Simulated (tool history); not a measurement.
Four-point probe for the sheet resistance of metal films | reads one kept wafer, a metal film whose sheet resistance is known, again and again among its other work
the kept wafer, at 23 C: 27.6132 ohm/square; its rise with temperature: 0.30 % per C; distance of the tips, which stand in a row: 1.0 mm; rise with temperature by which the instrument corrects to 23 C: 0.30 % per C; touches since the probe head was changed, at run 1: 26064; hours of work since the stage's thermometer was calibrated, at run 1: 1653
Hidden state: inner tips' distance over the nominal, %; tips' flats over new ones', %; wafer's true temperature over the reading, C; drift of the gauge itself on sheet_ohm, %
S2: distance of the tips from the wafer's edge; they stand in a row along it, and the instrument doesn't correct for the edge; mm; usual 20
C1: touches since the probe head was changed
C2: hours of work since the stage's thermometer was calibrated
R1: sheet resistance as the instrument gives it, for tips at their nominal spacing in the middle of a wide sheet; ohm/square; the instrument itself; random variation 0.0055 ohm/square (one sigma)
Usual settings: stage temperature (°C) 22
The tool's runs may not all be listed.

run 1 hour=0 | stage_temperature_(°C)=22 S2=20 | C1=26064 C2=1653 | R1=27.765591
run 2 hour=26.4 | stage_temperature_(°C)=22 S2=33 | C1=26658 C2=1664 | R1=27.748961
run 3 hour=42 | stage_temperature_(°C)=22 S2=33 | C1=27010 C2=1671 | R1=27.753849
run 4 hour=57.5 | stage_temperature_(°C)=22 S2=20 | C1=27360 C2=1678 | R1=27.773024
run 5 hour=75.1 | stage_temperature_(°C)=22 S2=49 | C1=27756 C2=1685 | R1=27.736829
run 6 hour=92.1 | stage_temperature_(°C)=22 S2=49 | C1=28138 C2=1693 | R1=27.733633
run 7 hour=105.1 | stage_temperature_(°C)=27 S2=6 | C1=28432 C2=1698 | R1=28.141615
-- hour=107.1 stage's thermometer calibrated
run 8 hour=122 | stage_temperature_(°C)=33 S2=17 | C1=28801 C2=6 | R1=27.802128
run 9 hour=144.1 | stage_temperature_(°C)=28 S2=4 | C1=29298 C2=16 | R1=28.668875
run 10 hour=171.5 | stage_temperature_(°C)=28 S2=45 | C1=29915 C2=28 | R1=27.759775

How the hidden state differs across the entries between the runs, from the last listed run before each to the first after it:
Between runs 7 and 8: stage's thermometer calibrated (hour 107.1)
  inner tips' distance over the nominal, %: 0.255 -> 0.254; wafer's true temperature over the reading, C: 0.55 -> 0.73
  measured less the result without the state, R1: +0.123164 -> +0.134755 ohm/square
